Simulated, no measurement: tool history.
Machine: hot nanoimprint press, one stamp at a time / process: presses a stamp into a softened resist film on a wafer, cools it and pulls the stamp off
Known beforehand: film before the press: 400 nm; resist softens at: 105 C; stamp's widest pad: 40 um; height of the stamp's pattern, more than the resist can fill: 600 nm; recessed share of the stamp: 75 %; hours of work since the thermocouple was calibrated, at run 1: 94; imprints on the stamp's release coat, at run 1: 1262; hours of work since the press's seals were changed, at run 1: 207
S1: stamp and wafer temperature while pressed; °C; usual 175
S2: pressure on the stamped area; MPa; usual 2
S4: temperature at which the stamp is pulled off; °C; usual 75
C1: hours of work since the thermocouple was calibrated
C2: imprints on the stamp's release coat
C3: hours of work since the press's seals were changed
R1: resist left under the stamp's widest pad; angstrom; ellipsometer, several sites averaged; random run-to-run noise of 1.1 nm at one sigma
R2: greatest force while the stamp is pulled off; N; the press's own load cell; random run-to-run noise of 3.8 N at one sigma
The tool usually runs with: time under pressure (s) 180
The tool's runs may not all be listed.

Run 1, day 0: usual settings; C1 94; C2 1262; C3 207. Result: R1 1966 angstrom, R2 215 N.
Run 2, day 1.175: usual settings; C1 113; C2 1376; C3 226. Result: R1 2010 angstrom, R2 216 N.
Run 3, day 2.762: usual settings but S2 1.52 MPa; C1 138; C2 1531; C3 252. Result: R1 2204 angstrom, R2 217 N.
Run 4, day 4.496: usual settings but S2 1.52 MPa; C1 166; C2 1701; C3 279. Result: R1 2251 angstrom, R2 222 N.
At day 5.121: stamp cleaned and given a new release coat.
Run 5, day 6.192: usual settings but S2 1.52 MPa; C1 189; C2 104; C3 303. Result: R1 2215 angstrom, R2 190 N.
Run 6, day 8.488: usual settings but S2 1.52 MPa; C1 226; C2 329; C3 339. Result: R1 2250 angstrom, R2 191 N.
Run 7, day 9.775: usual settings but S2 1.52 MPa; C1 247; C2 454; C3 360. Result: R1 2241 angstrom, R2 195 N.
Run 8, day 10.8: usual settings; C1 263; C2 554; C3 376. Result: R1 2030 angstrom, R2 202 N.
Run 9, day 12.217: usual settings; C1 286; C2 693; C3 399. Result: R1 2021 angstrom, R2 196 N.
Run 10, day 13.262: usual settings but S1 173 °C; C1 303; C2 794; C3 416. Result: R1 2258 angstrom, R2 202 N.
Run 11, day 14.433: usual settings but S1 173 °C, S2 1.31 MPa; C1 321; C2 909; C3 435. Result: R1 2583 angstrom, R2 212 N.
At day 15.467: plate thermocouple calibrated.
Run 12, day 15.792: usual settings but S1 173 °C, S2 1.31 MPa; C1 5; C2 1029; C3 454. Result: R1 2501 angstrom, R2 208 N.
Run 13, day 17.633: usual settings but S1 173 °C, S2 1.31 MPa; C1 35; C2 1209; C3 484. Result: R1 2514 angstrom, R2 213 N.
Run 14, day 19.512: usual settings but S1 173 °C, S2 1.31 MPa; C1 65; C2 1392; C3 514. Result: R1 2513 angstrom, R2 217 N.
Run 15, day 20.725: usual settings but S1 165 °C; C1 84; C2 1511; C3 533. Result: R1 3012 angstrom, R2 210 N.
Run 16, day 22.038: usual settings but S1 184 °C, S2 2.94 MPa, time under pressure (s) 150, S4 65 °C; C1 105; C2 1639; C3 555. Result: R1 1120 angstrom, R2 240 N.
At day 23.3: stamp cleaned and given a new release coat.
At day 23.633: press's hydraulic seals changed and the load cell set to zero.
Run 17, day 24.383: usual settings but S1 184 °C, S2 2.94 MPa, time under pressure (s) 150, S4 65 °C; C1 134; C2 74; C3 12. Result: R1 1080 angstrom, R2 204 N.
Run 18, day 26.062: usual settings but S1 184 °C, S2 3.01 MPa, time under pressure (s) 357, S4 82 °C; C1 160; C2 237; C3 39. Result: R1 717 angstrom, R2 182 N.
Run 19, day 27.258: usual settings but S1 184 °C, S2 1.23 MPa, time under pressure (s) 357, S4 82 °C; C1 180; C2 354; C3 58. Result: R1 1135 angstrom, R2 182 N.
Run 20, day 28.467: usual settings but S1 165 °C, S2 1.32 MPa, time under pressure (s) 100, S4 79 °C; C1 199; C2 472; C3 77. Result: R1 3555 angstrom, R2 183 N.
Run 21, day 30.396: usual settings but S2 1.76 MPa, time under pressure (s) 189, S4 64 °C; C1 230; C2 660; C3 108. Result: R1 2034 angstrom, R2 218 N.
Run 22, day 31.892: usual settings but S2 1.76 MPa, time under pressure (s) 189, S4 64 °C; C1 254; C2 806; C3 132. Result: R1 2057 angstrom, R2 229 N.
Run 23, day 33.521: usual settings but time under pressure (s) 92, S4 66 °C; C1 280; C2 965; C3 158. Result: R1 2499 angstrom, R2 225 N.
Run 24, day 35.642: usual settings but time under pressure (s) 207, S4 70 °C; C1 314; C2 1172; C3 192. Result: R1 1889 angstrom, R2 222 N.
At day 37.267: plate thermocouple calibrated.
Run 25, day 37.567: usual settings but S1 186 °C, S2 3.1 MPa, time under pressure (s) 207, S4 60 °C; C1 5; C2 1348; C3 221. Result: R1 839 angstrom, R2 232 N.
Run 26, day 39.446: usual settings but S1 186 °C, S2 3.1 MPa, time under pressure (s) 102; C1 35; C2 1531; C3 251. Result: R1 1143 angstrom, R2 221 N.
Run 27, day 40.375: usual settings but S1 186 °C, S2 3.1 MPa, time under pressure (s) 102; C1 50; C2 1622; C3 266. Result: R1 1155 angstrom, R2 222 N.
At day 41.804: stamp cleaned and given a new release coat.
Run 28, day 42.696: usual settings but S1 186 °C, S2 1.39 MPa, time under pressure (s) 127; C1 83; C2 87; C3 300. Result: R1 1529 angstrom, R2 186 N.
Run 29, day 43.75: usual settings but S1 186 °C, S2 1.39 MPa, time under pressure (s) 127; C1 100; C2 190; C3 316. Result: R1 1539 angstrom, R2 185 N.

Consider 5 possible next runs. They are alternatives, not a sequence: every one starts from the tool as it was left by run 29. What does each give?
Run A, day 45.879: usual settings but S1 173 °C, S2 2.55 MPa, time under pressure (s) 131; C1 134; C2 398; C3 351. Result: R1 ?, R2 ?.
Run B, day 45.879: usual settings but S1 181 °C, S2 1.51 MPa, time under pressure (s) 175; C1 134; C2 398; C3 351. Result: R1 ?, R2 ?.
Run C, day 45.879: usual settings but S1 184 °C, S2 1.45 MPa, S4 66 °C; C1 134; C2 398; C3 351. Result: R1 ?, R2 ?.
Run D, day 45.879: usual settings but S1 180 °C, S2 1.39 MPa, time under pressure (s) 127; C1 134; C2 398; C3 351. Result: R1 ?, R2 ?.
Run E, day 45.879: usual settings but S1 186 °C, S2 2.64 MPa, time under pressure (s) 157; C1 134; C2 398; C3 351. Result: R1 ?, R2 ?.

run    R1   R2
  A  2262  200
  B  1675  195
  C  1439  212
  D  2063  190
  E  1040  197
With the hidden condition removed and each run's random variation left untouched, the same runs would have given:
run    R1   R2
  A  2201  191
  B  1634  186
  C  1403  202
  D  2018  181
  E  1005  188
